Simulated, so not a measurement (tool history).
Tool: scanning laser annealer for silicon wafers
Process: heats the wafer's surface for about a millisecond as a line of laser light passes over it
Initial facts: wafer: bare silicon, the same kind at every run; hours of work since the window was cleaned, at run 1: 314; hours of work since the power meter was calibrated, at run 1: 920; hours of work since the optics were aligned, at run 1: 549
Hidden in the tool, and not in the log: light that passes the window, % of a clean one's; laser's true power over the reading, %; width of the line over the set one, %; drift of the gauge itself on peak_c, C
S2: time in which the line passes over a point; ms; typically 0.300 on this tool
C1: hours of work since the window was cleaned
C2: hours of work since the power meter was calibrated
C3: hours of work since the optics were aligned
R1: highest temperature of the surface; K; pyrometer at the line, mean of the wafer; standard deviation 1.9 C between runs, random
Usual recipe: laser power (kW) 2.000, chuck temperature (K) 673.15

Run 1, hour 0.0: usual settings; C1 314; C2 920; C3 549. Result: R1 1401.15 K.
Run 2, hour 56.6: usual settings but S2 0.217 ms; C1 338; C2 944; C3 573. Result: R1 1301.15 K.
Run 3, hour 96.0: usual settings but S2 0.217 ms; C1 355; C2 961; C3 590. Result: R1 1304.15 K.
Run 4, hour 161.6: usual settings but S2 0.217 ms, chuck temperature (K) 668.15; C1 383; C2 989; C3 618. Result: R1 1296.15 K.
Run 5, hour 197.7: usual settings but S2 0.217 ms, chuck temperature (K) 668.15; C1 398; C2 1005; C3 633. Result: R1 1292.15 K.
Run 6, hour 249.7: usual settings but S2 0.217 ms, chuck temperature (K) 668.15; C1 421; C2 1027; C3 656. Result: R1 1299.15 K.
Run 7, hour 321.7: usual settings but S2 0.345 ms; C1 451; C2 1058; C3 686. Result: R1 1449.15 K.
Run 8, hour 375.2: usual settings but S2 0.227 ms; C1 474; C2 1081; C3 709. Result: R1 1314.15 K.
Run 9, hour 414.9: usual settings but laser power (kW) 1.912, S2 0.227 ms; C1 491; C2 1098; C3 726. Result: R1 1282.15 K.
Run 10, hour 481.4: usual settings but laser power (kW) 1.912, S2 0.364 ms; C1 520; C2 1126; C3 755. Result: R1 1426.15 K.
Run 11, hour 521.3: usual settings but S2 0.351 ms; C1 537; C2 1143; C3 772. Result: R1 1450.15 K.
Run 12, hour 558.3: usual settings but S2 0.351 ms; C1 553; C2 1159; C3 788. Result: R1 1454.15 K.
Run 13, hour 611.2: usual settings but S2 0.351 ms; C1 576; C2 1182; C3 810. Result: R1 1456.15 K.
Run 14, hour 647.1: usual settings but S2 0.333 ms, chuck temperature (K) 694.15; C1 591; C2 1197; C3 826. Result: R1 1455.15 K.
Run 15, hour 689.3: usual settings but laser power (kW) 1.700; C1 609; C2 1215; C3 844. Result: R1 1271.15 K.
Run 16, hour 755.3: usual settings but S2 0.337 ms; C1 637; C2 1244; C3 872. Result: R1 1437.15 K.
Run 17, hour 789.8: usual settings but laser power (kW) 1.758; C1 652; C2 1258; C3 887. Result: R1 1301.15 K.
Run 18, hour 868.2: usual settings but laser power (kW) 1.811, S2 0.240 ms, chuck temperature (K) 655.15; C1 686; C2 1292; C3 921. Result: R1 1241.15 K.
Run 19, hour 931.6: usual settings but laser power (kW) 1.915, chuck temperature (K) 666.15; C1 713; C2 1319; C3 948. Result: R1 1357.15 K.
Run 20, hour 1002.9: usual settings but laser power (kW) 2.181, chuck temperature (K) 666.15; C1 743; C2 1350; C3 978. Result: R1 1470.15 K.
Run 21, hour 1051.8: usual settings but laser power (kW) 1.997, S2 0.320 ms, chuck temperature (K) 655.15; C1 764; C2 1371; C3 999. Result: R1 1401.15 K.
Run 22, hour 1099.9: usual settings but laser power (kW) 1.826, S2 0.259 ms, chuck temperature (K) 658.15; C1 785; C2 1391; C3 1020. Result: R1 1270.15 K.
Run 23, hour 1176.2: usual settings but laser power (kW) 1.826, S2 0.259 ms, chuck temperature (K) 658.15; C1 818; C2 1424; C3 1053. Result: R1 1266.15 K.
Run 24, hour 1218.6: usual settings but laser power (kW) 1.826, S2 0.262 ms, chuck temperature (K) 669.15; C1 836; C2 1442; C3 1071. Result: R1 1284.15 K.
Run 25, hour 1281.4: usual settings but laser power (kW) 1.802, S2 0.255 ms, chuck temperature (K) 645.15; C1 863; C2 1469; C3 1098. Result: R1 1240.15 K.

Predict each of these 5 candidate next runs independently; none follows another, all start after run 25:
Run A, hour 1354.0: usual settings but laser power (kW) 1.802, S2 0.233 ms, chuck temperature (K) 677.15; C1 894; C2 1500; C3 1129. Result: R1 ?.
Run B, hour 1354.0: usual settings but laser power (kW) 1.848, S2 0.255 ms, chuck temperature (K) 665.15; C1 894; C2 1500; C3 1129. Result: R1 ?.
Run C, hour 1354.0: usual settings but laser power (kW) 1.864, S2 0.218 ms; C1 894; C2 1500; C3 1129. Result: R1 ?.
Run D, hour 1354.0: usual settings but laser power (kW) 1.802, chuck temperature (K) 645.15; C1 894; C2 1500; C3 1129. Result: R1 ?.
Run E, hour 1354.0: usual settings but laser power (kW) 1.802, S2 0.233 ms, chuck temperature (K) 677.15; C1 894; C2 1500; C3 1129. Result: R1 ?.

run       R1
  A  1251.15
  B  1278.15
  C  1255.15
  D  1290.15
  E  1251.15
Stripped of hidden state, with their random variation kept, the same runs would have yielded:
run       R1
  A  1252.15
  B  1280.15
  C  1257.15
  D  1292.15
  E  1252.15
